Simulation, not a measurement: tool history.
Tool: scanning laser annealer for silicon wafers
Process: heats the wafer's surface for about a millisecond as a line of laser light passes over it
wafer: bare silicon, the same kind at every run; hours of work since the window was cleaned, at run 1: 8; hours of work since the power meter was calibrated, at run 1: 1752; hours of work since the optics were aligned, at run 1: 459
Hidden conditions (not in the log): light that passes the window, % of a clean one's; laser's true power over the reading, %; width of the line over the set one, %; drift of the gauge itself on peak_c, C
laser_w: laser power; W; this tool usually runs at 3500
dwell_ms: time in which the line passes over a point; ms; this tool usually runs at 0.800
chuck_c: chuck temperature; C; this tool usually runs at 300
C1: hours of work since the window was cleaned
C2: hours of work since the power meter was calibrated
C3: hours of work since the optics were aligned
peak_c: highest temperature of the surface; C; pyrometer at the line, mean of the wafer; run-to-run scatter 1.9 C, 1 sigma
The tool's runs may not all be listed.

{"run": 1, "day": 0.0, "laser_w": 3500, "dwell_ms": 0.8, "chuck_c": 300, "C1": 8, "C2": 1752, "C3": 459, "peak_c": 1089}
{"run": 2, "day": 2.621, "laser_w": 3500, "dwell_ms": 0.8, "chuck_c": 300, "C1": 55, "C2": 1799, "C3": 506, "peak_c": 1088}
{"run": 3, "day": 4.267, "laser_w": 3500, "dwell_ms": 0.8, "chuck_c": 300, "C1": 84, "C2": 1829, "C3": 535, "peak_c": 1084}
{"run": 4, "day": 6.083, "laser_w": 3500, "dwell_ms": 0.8, "chuck_c": 300, "C1": 117, "C2": 1861, "C3": 568, "peak_c": 1083}
{"run": 5, "day": 8.388, "laser_w": 3500, "dwell_ms": 0.8, "chuck_c": 300, "C1": 158, "C2": 1903, "C3": 609, "peak_c": 1082}
{"run": 6, "day": 9.6, "laser_w": 3500, "dwell_ms": 0.8, "chuck_c": 300, "C1": 180, "C2": 1924, "C3": 631, "peak_c": 1083}
{"run": 7, "day": 11.929, "laser_w": 3500, "dwell_ms": 0.8, "chuck_c": 300, "C1": 222, "C2": 1966, "C3": 673, "peak_c": 1077}
{"run": 8, "day": 13.412, "laser_w": 3500, "dwell_ms": 0.8, "chuck_c": 299, "C1": 248, "C2": 1993, "C3": 699, "peak_c": 1073}
{"run": 9, "day": 14.733, "laser_w": 3500, "dwell_ms": 0.8, "chuck_c": 300, "C1": 272, "C2": 2017, "C3": 723, "peak_c": 1075}
{"run": 10, "day": 16.792, "laser_w": 3500, "dwell_ms": 0.8, "chuck_c": 300, "C1": 309, "C2": 2053, "C3": 760, "peak_c": 1069}
{"run": 11, "day": 18.258, "laser_w": 3314, "dwell_ms": 0.8, "chuck_c": 300, "C1": 335, "C2": 2080, "C3": 786, "peak_c": 1030}
{"run": 12, "day": 20.862, "laser_w": 3314, "dwell_ms": 0.8, "chuck_c": 300, "C1": 382, "C2": 2126, "C3": 833, "peak_c": 1027}
{"run": 13, "day": 22.654, "laser_w": 3314, "dwell_ms": 0.775, "chuck_c": 300, "C1": 414, "C2": 2159, "C3": 865, "peak_c": 1014}
{"run": 14, "day": 25.142, "laser_w": 3025, "dwell_ms": 0.775, "chuck_c": 267, "C1": 459, "C2": 2203, "C3": 910, "peak_c": 916}
{"run": 15, "day": 27.725, "laser_w": 3025, "dwell_ms": 0.775, "chuck_c": 267, "C1": 505, "C2": 2250, "C3": 956, "peak_c": 912}
{"day": 27.958, "done": "window over the wafer cleaned"}
{"run": 16, "day": 28.892, "laser_w": 3025, "dwell_ms": 0.775, "chuck_c": 267, "C1": 17, "C2": 2269, "C3": 976, "peak_c": 904}
{"run": 17, "day": 31.462, "laser_w": 3684, "dwell_ms": 0.955, "chuck_c": 267, "C1": 63, "C2": 2315, "C3": 1022, "peak_c": 1137}
{"run": 18, "day": 32.975, "laser_w": 3586, "dwell_ms": 0.955, "chuck_c": 282, "C1": 90, "C2": 2342, "C3": 1049, "peak_c": 1125}
{"day": 34.092, "done": "optics aligned, line set to its width"}
{"run": 19, "day": 35.346, "laser_w": 3191, "dwell_ms": 0.8, "chuck_c": 300, "C1": 129, "C2": 2381, "C3": 22, "peak_c": 986}
{"run": 20, "day": 37.675, "laser_w": 3191, "dwell_ms": 0.8, "chuck_c": 300, "C1": 170, "C2": 2423, "C3": 64, "peak_c": 984}
{"run": 21, "day": 40.221, "laser_w": 3540, "dwell_ms": 0.932, "chuck_c": 303, "C1": 216, "C2": 2468, "C3": 110, "peak_c": 1129}

Consider 5 possible next runs. They are alternatives, not a sequence: every one starts from the tool as it was left by run 21. What does each give?
{"day": 41.304, "done": "window over the wafer cleaned, once more"}
{"run": "A", "day": 42.5, "laser_w": 3500, "dwell_ms": 0.938, "chuck_c": 300, "C1": 21, "C2": 2508, "C3": 149, "peak_c": "?"}
{"day": 41.304, "done": "window over the wafer cleaned, once more"}
{"run": "B", "day": 42.5, "laser_w": 3540, "dwell_ms": 0.786, "chuck_c": 303, "C1": 21, "C2": 2508, "C3": 149, "peak_c": "?"}
{"day": 41.304, "done": "window over the wafer cleaned, once more"}
{"run": "C", "day": 42.5, "laser_w": 3089, "dwell_ms": 0.932, "chuck_c": 303, "C1": 21, "C2": 2508, "C3": 149, "peak_c": "?"}
{"day": 41.304, "done": "window over the wafer cleaned, once more"}
{"run": "D", "day": 42.5, "laser_w": 3500, "dwell_ms": 0.704, "chuck_c": 300, "C1": 21, "C2": 2508, "C3": 149, "peak_c": "?"}
{"day": 41.304, "done": "window over the wafer cleaned, once more"}
{"run": "E", "day": 42.5, "laser_w": 3793, "dwell_ms": 0.937, "chuck_c": 334, "C1": 21, "C2": 2508, "C3": 149, "peak_c": "?"}

run=A peak_c=1168
run=B peak_c=1094
run=C peak_c=1066
run=D peak_c=1029
run=E peak_c=1267
Without the tool's unlogged condition, the same runs would have read:
run=A peak_c=1182
run=B peak_c=1107
run=C peak_c=1079
run=D peak_c=1042
run=E peak_c=1283
